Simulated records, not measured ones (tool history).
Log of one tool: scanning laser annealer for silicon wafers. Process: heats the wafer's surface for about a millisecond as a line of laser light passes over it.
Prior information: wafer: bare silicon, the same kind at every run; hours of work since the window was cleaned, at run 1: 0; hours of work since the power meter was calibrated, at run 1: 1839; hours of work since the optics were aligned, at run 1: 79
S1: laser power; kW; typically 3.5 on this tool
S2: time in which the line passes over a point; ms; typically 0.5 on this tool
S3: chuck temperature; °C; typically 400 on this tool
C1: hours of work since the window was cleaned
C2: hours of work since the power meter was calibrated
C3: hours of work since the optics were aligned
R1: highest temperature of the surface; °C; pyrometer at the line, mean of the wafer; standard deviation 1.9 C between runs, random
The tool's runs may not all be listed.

| run | hour | S1 | S2 | S3 | C1 | C2 | C3 | R1 |
|---|---|---|---|---|---|---|---|---|
| 1 | 0 | 3.5 | 0.5 | 400 | 0 | 1839 | 79 | 1177 |
| 2 | 52.9 | 3.5 | 0.5 | 381 | 36 | 1875 | 114 | 1158 |
| 3 | 98.2 | 3.5 | 0.5 | 381 | 67 | 1906 | 145 | 1155 |
| 4 | 194.6 | 3.5 | 0.5 | 381 | 132 | 1971 | 211 | 1151 |
| 5 | 286.3 | 3.5 | 0.5 | 381 | 194 | 2033 | 273 | 1150 |
| 6 | 337.6 | 3.5 | 0.5 | 381 | 229 | 2068 | 308 | 1148 |
| 7 | 427.5 | 3.5 | 0.5 | 381 | 290 | 2129 | 369 | 1149 |
| 8 | 488.6 | 3.5 | 0.385 | 400 | 331 | 2170 | 410 | 1074 |
| 9 | 532.9 | 3.5 | 0.385 | 400 | 361 | 2200 | 440 | 1071 |
| 10 | 609.8 | 3.5 | 0.5 | 381 | 414 | 2252 | 492 | 1140 |
| 11 | 694.5 | 3.5 | 0.5 | 381 | 471 | 2310 | 550 | 1139 |
| 12 | 743.5 | 3.5 | 0.5 | 400 | 504 | 2343 | 583 | 1158 |
| 13 | 813.3 | 3.5 | 0.5 | 400 | 552 | 2391 | 630 | 1157 |
| 14 | 879.8 | 3.5 | 0.5 | 400 | 597 | 2436 | 675 | 1153 |
| 15 | 961.8 | 3.5 | 0.447 | 400 | 652 | 2491 | 731 | 1115 |
| 16 | 1028.3 | 3.5 | 0.479 | 400 | 697 | 2536 | 776 | 1135 |
| 17 | 1077.6 | 3.5 | 0.479 | 400 | 731 | 2570 | 809 | 1134 |
|  | 1087.5 | optics aligned, line set to its width |
| 18 | 1147.3 | 3.5 | 0.615 | 400 | 775 | 2614 | 41 | 1241 |
| 19 | 1242.5 | 3.079 | 0.5 | 400 | 839 | 2678 | 105 | 1045 |
| 20 | 1293.6 | 3.079 | 0.5 | 400 | 874 | 2713 | 140 | 1044 |
| 21 | 1349.5 | 3.079 | 0.5 | 400 | 912 | 2751 | 178 | 1043 |
|  | 1382.3 | window over the wafer cleaned |
| 22 | 1425.9 | 3.796 | 0.369 | 400 | 30 | 2801 | 228 | 1134 |
| 23 | 1471.6 | 3.267 | 0.459 | 400 | 61 | 2832 | 259 | 1073 |
| 24 | 1523.8 | 3.5 | 0.5 | 410 | 96 | 2868 | 295 | 1177 |
| 25 | 1621.5 | 3.488 | 0.362 | 410 | 162 | 2934 | 361 | 1058 |
| 26 | 1695.3 | 3.716 | 0.5 | 400 | 212 | 2984 | 411 | 1221 |
| 27 | 1774.4 | 3.716 | 0.449 | 402 | 266 | 3038 | 465 | 1181 |
| 28 | 1846.2 | 3.716 | 0.449 | 402 | 315 | 3086 | 513 | 1179 |
| 29 | 1892.3 | 3.218 | 0.476 | 400 | 346 | 3118 | 545 | 1063 |
| 30 | 1954.1 | 3.218 | 0.476 | 368 | 388 | 3160 | 586 | 1033 |
| 31 | 2013.1 | 3.218 | 0.476 | 368 | 428 | 3200 | 626 | 1032 |
| 32 | 2102.1 | 3.677 | 0.596 | 423 | 488 | 3260 | 687 | 1298 |
| 33 | 2170.8 | 3.235 | 0.52 | 421 | 535 | 3307 | 733 | 1114 |
| 34 | 2229.3 | 3.808 | 0.5 | 419 | 575 | 3346 | 773 | 1252 |
|  | 2292.1 | optics aligned, line set to its width |
| 35 | 2321.6 | 3.5 | 0.598 | 372 | 634 | 3405 | 20 | 1194 |
| 36 | 2413.3 | 3.5 | 0.598 | 372 | 696 | 3468 | 82 | 1197 |
| 37 | 2455 | 3.72 | 0.598 | 372 | 724 | 3496 | 110 | 1260 |
| 38 | 2504.6 | 3.82 | 0.491 | 430 | 758 | 3530 | 144 | 1263 |
| 39 | 2551.3 | 3.82 | 0.555 | 433 | 789 | 3561 | 176 | 1319 |
| 40 | 2642.6 | 3.488 | 0.451 | 433 | 851 | 3623 | 238 | 1143 |
| 41 | 2725.5 | 3.488 | 0.451 | 433 | 908 | 3679 | 294 | 1136 |

Entry by entry between the runs, the difference in hidden state between the last listed run before and the first listed run after:
Logged between run 17 and run 18: optics aligned, line set to its width (hour 1087.5)
  light that passes the window, % of a clean one's: 98.5 -> 98.42; laser's true power over the reading, %: -0.97 -> -0.98; width of the line over the set one, %: 2.29 -> 0.22
  the result without the hidden state subtracted from the measured one, R1: -37 -> -30 °C
Logged between run 21 and run 22: window over the wafer cleaned (hour 1382.3)
  light that passes the window, % of a clean one's: 98.15 -> 99.63; laser's true power over the reading, %: -1.04 -> -1.06; width of the line over the set one, %: 0.56 -> 0.69
  the result without the hidden state subtracted from the measured one, R1: -27 -> -17 °C
Logged between run 34 and run 35: optics aligned, line set to its width (hour 2292.1)
  light that passes the window, % of a clean one's: 98.58 -> 98.47; laser's true power over the reading, %: -1.28 -> -1.3; width of the line over the set one, %: 2.11 -> 0.6
  the result without the hidden state subtracted from the measured one, R1: -43 -> -34 °C

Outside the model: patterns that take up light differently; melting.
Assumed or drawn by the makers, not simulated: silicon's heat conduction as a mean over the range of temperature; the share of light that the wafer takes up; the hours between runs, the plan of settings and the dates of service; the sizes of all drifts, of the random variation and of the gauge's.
